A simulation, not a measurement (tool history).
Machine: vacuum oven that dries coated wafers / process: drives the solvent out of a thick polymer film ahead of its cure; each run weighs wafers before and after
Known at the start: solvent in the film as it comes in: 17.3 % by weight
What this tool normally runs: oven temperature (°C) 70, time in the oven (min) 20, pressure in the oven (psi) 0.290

run 1 hour=0.0 | oven_temperature_(°C)=70 time_in_the_oven_(min)=20 pressure_in_the_oven_(psi)=0.290 | solvent_left_in_the_film_(%)=2.53
run 2 hour=11.1 | oven_temperature_(°C)=70 time_in_the_oven_(min)=20 pressure_in_the_oven_(psi)=0.290 | solvent_left_in_the_film_(%)=2.56
run 3 hour=23.5 | oven_temperature_(°C)=70 time_in_the_oven_(min)=20 pressure_in_the_oven_(psi)=0.290 | solvent_left_in_the_film_(%)=2.51
run 4 hour=32.7 | oven_temperature_(°C)=70 time_in_the_oven_(min)=20 pressure_in_the_oven_(psi)=0.290 | solvent_left_in_the_film_(%)=2.46
run 5 hour=43.5 | oven_temperature_(°C)=70 time_in_the_oven_(min)=20 pressure_in_the_oven_(psi)=0.290 | solvent_left_in_the_film_(%)=2.55
run 6 hour=51.1 | oven_temperature_(°C)=70 time_in_the_oven_(min)=20 pressure_in_the_oven_(psi)=0.290 | solvent_left_in_the_film_(%)=2.49
run 7 hour=58.9 | oven_temperature_(°C)=70 time_in_the_oven_(min)=20 pressure_in_the_oven_(psi)=0.290 | solvent_left_in_the_film_(%)=2.54
run 8 hour=67.3 | oven_temperature_(°C)=70 time_in_the_oven_(min)=20 pressure_in_the_oven_(psi)=0.290 | solvent_left_in_the_film_(%)=2.48
run 9 hour=76.1 | oven_temperature_(°C)=70 time_in_the_oven_(min)=20 pressure_in_the_oven_(psi)=0.290 | solvent_left_in_the_film_(%)=2.61
run 10 hour=87.8 | oven_temperature_(°C)=64 time_in_the_oven_(min)=20 pressure_in_the_oven_(psi)=0.290 | solvent_left_in_the_film_(%)=4.39
run 11 hour=96.7 | oven_temperature_(°C)=70 time_in_the_oven_(min)=20 pressure_in_the_oven_(psi)=0.290 | solvent_left_in_the_film_(%)=2.59
run 12 hour=105.9 | oven_temperature_(°C)=70 time_in_the_oven_(min)=20 pressure_in_the_oven_(psi)=0.290 | solvent_left_in_the_film_(%)=2.61
run 13 hour=121.7 | oven_temperature_(°C)=56 time_in_the_oven_(min)=20 pressure_in_the_oven_(psi)=0.290 | solvent_left_in_the_film_(%)=7.50
run 14 hour=129.1 | oven_temperature_(°C)=70 time_in_the_oven_(min)=20 pressure_in_the_oven_(psi)=0.290 | solvent_left_in_the_film_(%)=2.68
-- hour=131.9 oven's thermocouples calibrated
run 15 hour=138.7 | oven_temperature_(°C)=70 time_in_the_oven_(min)=20 pressure_in_the_oven_(psi)=0.290 | solvent_left_in_the_film_(%)=3.13
run 16 hour=151.0 | oven_temperature_(°C)=70 time_in_the_oven_(min)=20 pressure_in_the_oven_(psi)=0.290 | solvent_left_in_the_film_(%)=3.01
run 17 hour=160.7 | oven_temperature_(°C)=70 time_in_the_oven_(min)=20 pressure_in_the_oven_(psi)=0.290 | solvent_left_in_the_film_(%)=3.06
run 18 hour=174.0 | oven_temperature_(°C)=82 time_in_the_oven_(min)=22 pressure_in_the_oven_(psi)=0.634 | solvent_left_in_the_film_(%)=1.94
run 19 hour=182.4 | oven_temperature_(°C)=79 time_in_the_oven_(min)=29 pressure_in_the_oven_(psi)=0.290 | solvent_left_in_the_film_(%)=0.93
run 20 hour=194.0 | oven_temperature_(°C)=79 time_in_the_oven_(min)=29 pressure_in_the_oven_(psi)=0.290 | solvent_left_in_the_film_(%)=0.98
run 21 hour=209.1 | oven_temperature_(°C)=79 time_in_the_oven_(min)=29 pressure_in_the_oven_(psi)=0.290 | solvent_left_in_the_film_(%)=1.00
-- hour=222.9 oven's thermocouples calibrated, once more
run 22 hour=222.9 | oven_temperature_(°C)=79 time_in_the_oven_(min)=29 pressure_in_the_oven_(psi)=0.290 | solvent_left_in_the_film_(%)=0.75
run 23 hour=229.4 | oven_temperature_(°C)=79 time_in_the_oven_(min)=29 pressure_in_the_oven_(psi)=0.290 | solvent_left_in_the_film_(%)=0.85
run 24 hour=239.4 | oven_temperature_(°C)=79 time_in_the_oven_(min)=29 pressure_in_the_oven_(psi)=0.658 | solvent_left_in_the_film_(%)=1.62
run 25 hour=248.4 | oven_temperature_(°C)=79 time_in_the_oven_(min)=29 pressure_in_the_oven_(psi)=0.658 | solvent_left_in_the_film_(%)=1.78
run 26 hour=262.8 | oven_temperature_(°C)=66 time_in_the_oven_(min)=33 pressure_in_the_oven_(psi)=0.342 | solvent_left_in_the_film_(%)=1.88
run 27 hour=272.8 | oven_temperature_(°C)=58 time_in_the_oven_(min)=15 pressure_in_the_oven_(psi)=0.197 | solvent_left_in_the_film_(%)=6.49
run 28 hour=279.6 | oven_temperature_(°C)=58 time_in_the_oven_(min)=15 pressure_in_the_oven_(psi)=0.197 | solvent_left_in_the_film_(%)=6.42
run 29 hour=287.3 | oven_temperature_(°C)=72 time_in_the_oven_(min)=27 pressure_in_the_oven_(psi)=0.174 | solvent_left_in_the_film_(%)=0.79
run 30 hour=295.4 | oven_temperature_(°C)=72 time_in_the_oven_(min)=27 pressure_in_the_oven_(psi)=0.174 | solvent_left_in_the_film_(%)=0.79
run 31 hour=311.1 | oven_temperature_(°C)=83 time_in_the_oven_(min)=27 pressure_in_the_oven_(psi)=0.927 | solvent_left_in_the_film_(%)=1.88
run 32 hour=326.0 | oven_temperature_(°C)=83 time_in_the_oven_(min)=27 pressure_in_the_oven_(psi)=0.927 | solvent_left_in_the_film_(%)=2.02
run 33 hour=339.7 | oven_temperature_(°C)=59 time_in_the_oven_(min)=15 pressure_in_the_oven_(psi)=0.290 | solvent_left_in_the_film_(%)=6.35
run 34 hour=354.7 | oven_temperature_(°C)=70 time_in_the_oven_(min)=29 pressure_in_the_oven_(psi)=0.957 | solvent_left_in_the_film_(%)=3.57

Forecast each of these 5 alternatives for the next run:
run A hour=365.4 | oven_temperature_(°C)=70 time_in_the_oven_(min)=29 pressure_in_the_oven_(psi)=0.161 | solvent_left_in_the_film_(%)=?
run B hour=365.4 | oven_temperature_(°C)=83 time_in_the_oven_(min)=21 pressure_in_the_oven_(psi)=0.409 | solvent_left_in_the_film_(%)=?
run C hour=365.4 | oven_temperature_(°C)=61 time_in_the_oven_(min)=25 pressure_in_the_oven_(psi)=0.290 | solvent_left_in_the_film_(%)=?
run D hour=365.4 | oven_temperature_(°C)=70 time_in_the_oven_(min)=20 pressure_in_the_oven_(psi)=0.830 | solvent_left_in_the_film_(%)=?
run E hour=365.4 | oven_temperature_(°C)=67 time_in_the_oven_(min)=20 pressure_in_the_oven_(psi)=0.191 | solvent_left_in_the_film_(%)=?

run=A solvent_left_in_the_film_(%)=0.87
run=B solvent_left_in_the_film_(%)=0.96
run=C solvent_left_in_the_film_(%)=3.54
run=D solvent_left_in_the_film_(%)=3.71
run=E solvent_left_in_the_film_(%)=2.23
With no hidden state in the tool, these same runs would have given:
run=A solvent_left_in_the_film_(%)=0.82
run=B solvent_left_in_the_film_(%)=0.93
run=C solvent_left_in_the_film_(%)=3.50
run=D solvent_left_in_the_film_(%)=3.68
run=E solvent_left_in_the_film_(%)=2.20

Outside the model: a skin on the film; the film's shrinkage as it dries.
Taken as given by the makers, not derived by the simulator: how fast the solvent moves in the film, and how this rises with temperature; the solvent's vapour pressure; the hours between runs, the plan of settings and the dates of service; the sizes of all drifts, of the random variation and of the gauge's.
